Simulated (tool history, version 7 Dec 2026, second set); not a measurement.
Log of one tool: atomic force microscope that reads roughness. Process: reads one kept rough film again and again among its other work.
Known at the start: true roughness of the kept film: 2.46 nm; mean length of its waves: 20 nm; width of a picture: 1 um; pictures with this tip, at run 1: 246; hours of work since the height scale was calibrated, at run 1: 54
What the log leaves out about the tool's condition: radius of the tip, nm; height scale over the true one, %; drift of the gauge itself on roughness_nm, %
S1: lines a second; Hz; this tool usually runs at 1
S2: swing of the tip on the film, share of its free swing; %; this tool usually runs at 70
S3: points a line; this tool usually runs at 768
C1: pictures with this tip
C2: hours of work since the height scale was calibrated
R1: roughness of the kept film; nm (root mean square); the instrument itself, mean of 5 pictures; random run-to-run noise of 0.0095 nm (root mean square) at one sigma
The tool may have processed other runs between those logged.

run 1 hour=0 | S1=1 S2=70 S3=768 | C1=246 C2=54 | R1=2.146
run 2 hour=4.3 | S1=1 S2=70 S3=261 | C1=252 C2=56 | R1=2.075
run 3 hour=13.7 | S1=1 S2=70 S3=261 | C1=267 C2=61 | R1=2.078
run 4 hour=22.1 | S1=1 S2=70 S3=768 | C1=280 C2=65 | R1=2.153
-- hour=30.5 new tip fitted
run 5 hour=31.7 | S1=1 S2=76 S3=768 | C1=1 C2=70 | R1=2.142
run 6 hour=40 | S1=1 S2=76 S3=768 | C1=14 C2=74 | R1=2.153
run 7 hour=48.9 | S1=1 S2=76 S3=768 | C1=29 C2=79 | R1=2.126
run 8 hour=58.6 | S1=2.86 S2=58 S3=517 | C1=44 C2=84 | R1=2.118
run 9 hour=67.5 | S1=1.74 S2=66 S3=334 | C1=58 C2=88 | R1=2.101
run 10 hour=72.8 | S1=1.74 S2=66 S3=334 | C1=66 C2=91 | R1=2.098
run 11 hour=78.3 | S1=1.74 S2=78 S3=298 | C1=75 C2=94 | R1=2.043

Forecast run 12:
run 12 hour=88.1 | S1=1.74 S2=78 S3=298 | C1=90 C2=99 | R1=?

{"run 12": {"R1": 2.04}}
On a tool with no hidden condition, and with the same random variation, this run would have come out at R1 2.042 nm (root mean square).
